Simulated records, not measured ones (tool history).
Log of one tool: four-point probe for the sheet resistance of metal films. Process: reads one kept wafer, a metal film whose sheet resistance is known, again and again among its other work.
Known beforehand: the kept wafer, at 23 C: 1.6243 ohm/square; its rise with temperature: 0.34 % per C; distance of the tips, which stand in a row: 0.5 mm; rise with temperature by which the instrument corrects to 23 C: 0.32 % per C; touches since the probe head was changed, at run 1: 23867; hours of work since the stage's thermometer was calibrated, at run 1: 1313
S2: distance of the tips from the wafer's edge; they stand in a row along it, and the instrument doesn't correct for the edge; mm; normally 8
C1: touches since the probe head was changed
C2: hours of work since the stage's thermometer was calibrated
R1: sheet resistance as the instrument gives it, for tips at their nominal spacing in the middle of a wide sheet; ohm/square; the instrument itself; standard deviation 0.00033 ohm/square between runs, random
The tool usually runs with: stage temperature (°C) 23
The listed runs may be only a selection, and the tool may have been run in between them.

Run 1, hour 0.0: usual settings; C1 23867; C2 1313. Result: R1 1.627649 ohm/square.
Run 2, hour 31.7: usual settings; C1 24501; C2 1339. Result: R1 1.627117 ohm/square.
Run 3, hour 76.5: usual settings but S2 33 mm; C1 25396; C2 1374. Result: R1 1.624267 ohm/square.
Run 4, hour 118.6: usual settings but S2 33 mm; C1 26237; C2 1407. Result: R1 1.623996 ohm/square.
Run 5, hour 156.5: usual settings but S2 33 mm; C1 26994; C2 1438. Result: R1 1.624563 ohm/square.
Run 6, hour 193.2: usual settings but S2 5 mm; C1 27727; C2 1467. Result: R1 1.633252 ohm/square.
At hour 221.2: stage's thermometer calibrated.
Run 7, hour 240.2: usual settings but S2 5 mm; C1 28657; C2 15. Result: R1 1.633499 ohm/square.
Run 8, hour 282.4: usual settings but S2 3 mm; C1 29501; C2 49. Result: R1 1.648658 ohm/square.
Run 9, hour 330.2: usual settings but S2 3 mm; C1 30455; C2 86. Result: R1 1.648986 ohm/square.
Run 10, hour 356.2: usual settings but stage temperature (°C) 21; C1 30974; C2 107. Result: R1 1.626996 ohm/square.
Run 11, hour 394.9: usual settings but stage temperature (°C) 21; C1 31748; C2 138. Result: R1 1.627647 ohm/square.
Run 12, hour 422.0: usual settings but stage temperature (°C) 21; C1 32290; C2 159. Result: R1 1.626678 ohm/square.
Run 13, hour 447.8: usual settings but stage temperature (°C) 24; C1 32805; C2 180. Result: R1 1.628840 ohm/square.
Run 14, hour 492.2: usual settings but stage temperature (°C) 24, S2 15 mm; C1 33692; C2 215. Result: R1 1.625893 ohm/square.
Run 15, hour 535.5: usual settings but stage temperature (°C) 19, S2 27 mm; C1 34558; C2 249. Result: R1 1.623016 ohm/square.
Run 16, hour 581.9: usual settings but stage temperature (°C) 22, S2 19 mm; C1 35484; C2 286. Result: R1 1.624555 ohm/square.
Run 17, hour 622.9: usual settings but stage temperature (°C) 24, S2 4 mm; C1 36305; C2 319. Result: R1 1.638518 ohm/square.
Run 18, hour 645.4: usual settings but stage temperature (°C) 24, S2 37 mm; C1 36753; C2 336. Result: R1 1.624869 ohm/square.
Run 19, hour 685.5: usual settings but stage temperature (°C) 24, S2 11 mm; C1 37554; C2 368. Result: R1 1.626534 ohm/square.
Run 20, hour 732.9: usual settings but stage temperature (°C) 34, S2 29 mm; C1 38502; C2 406. Result: R1 1.628437 ohm/square.
Run 21, hour 756.0: usual settings but stage temperature (°C) 34, S2 29 mm; C1 38964; C2 424. Result: R1 1.629184 ohm/square.

Run 22 comes next. What will it give?
Run 22, hour 795.7: usual settings but stage temperature (°C) 34, S2 29 mm; C1 39757; C2 456. Result: R1 ?.

R1: 1.628297 ohm/square
If the tool had no hidden condition, the same run with the same run-to-run variation would have returned R1 1.628243 ohm/square.
